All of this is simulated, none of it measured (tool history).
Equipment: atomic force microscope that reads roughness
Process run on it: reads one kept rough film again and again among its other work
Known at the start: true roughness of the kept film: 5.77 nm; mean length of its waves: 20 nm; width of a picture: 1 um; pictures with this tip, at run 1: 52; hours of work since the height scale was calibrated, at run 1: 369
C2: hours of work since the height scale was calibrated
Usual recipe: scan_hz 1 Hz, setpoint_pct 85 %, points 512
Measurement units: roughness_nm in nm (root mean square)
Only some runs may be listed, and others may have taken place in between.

run 1 hour=0 | scan_hz=1 setpoint_pct=85 points=512 | pictures_with_this_tip=52 C2=369 | roughness_nm=3.426
run 2 hour=25.2 | scan_hz=1 setpoint_pct=85 points=674 | pictures_with_this_tip=114 C2=387 | roughness_nm=2.923
run 3 hour=49.3 | scan_hz=1 setpoint_pct=85 points=674 | pictures_with_this_tip=172 C2=405 | roughness_nm=2.608
-- hour=52.1 new tip fitted
run 4 hour=73 | scan_hz=1 setpoint_pct=79 points=674 | pictures_with_this_tip=51 C2=422 | roughness_nm=3.565
run 5 hour=90.5 | scan_hz=0.93 setpoint_pct=85 points=512 | pictures_with_this_tip=94 C2=435 | roughness_nm=3.159
run 6 hour=108.4 | scan_hz=1 setpoint_pct=85 points=278 | pictures_with_this_tip=138 C2=448 | roughness_nm=2.777
-- hour=125.4 new tip fitted
run 7 hour=127.1 | scan_hz=1 setpoint_pct=85 points=278 | pictures_with_this_tip=5 C2=462 | roughness_nm=3.874
run 8 hour=149.2 | scan_hz=1 setpoint_pct=85 points=278 | pictures_with_this_tip=59 C2=478 | roughness_nm=3.338
run 9 hour=173.7 | scan_hz=1 setpoint_pct=85 points=278 | pictures_with_this_tip=119 C2=496 | roughness_nm=2.865

Run 10 has not been measured yet. What should we expect?
run 10 hour=194.2 | scan_hz=3.78 setpoint_pct=85 points=300 | pictures_with_this_tip=169 C2=511 | roughness_nm=?

Logged for run 10: roughness_nm 2.076 nm (root mean square).
If the tool had no hidden condition, the same run with the same run-to-run variation would have returned roughness_nm 3.128 nm (root mean square).

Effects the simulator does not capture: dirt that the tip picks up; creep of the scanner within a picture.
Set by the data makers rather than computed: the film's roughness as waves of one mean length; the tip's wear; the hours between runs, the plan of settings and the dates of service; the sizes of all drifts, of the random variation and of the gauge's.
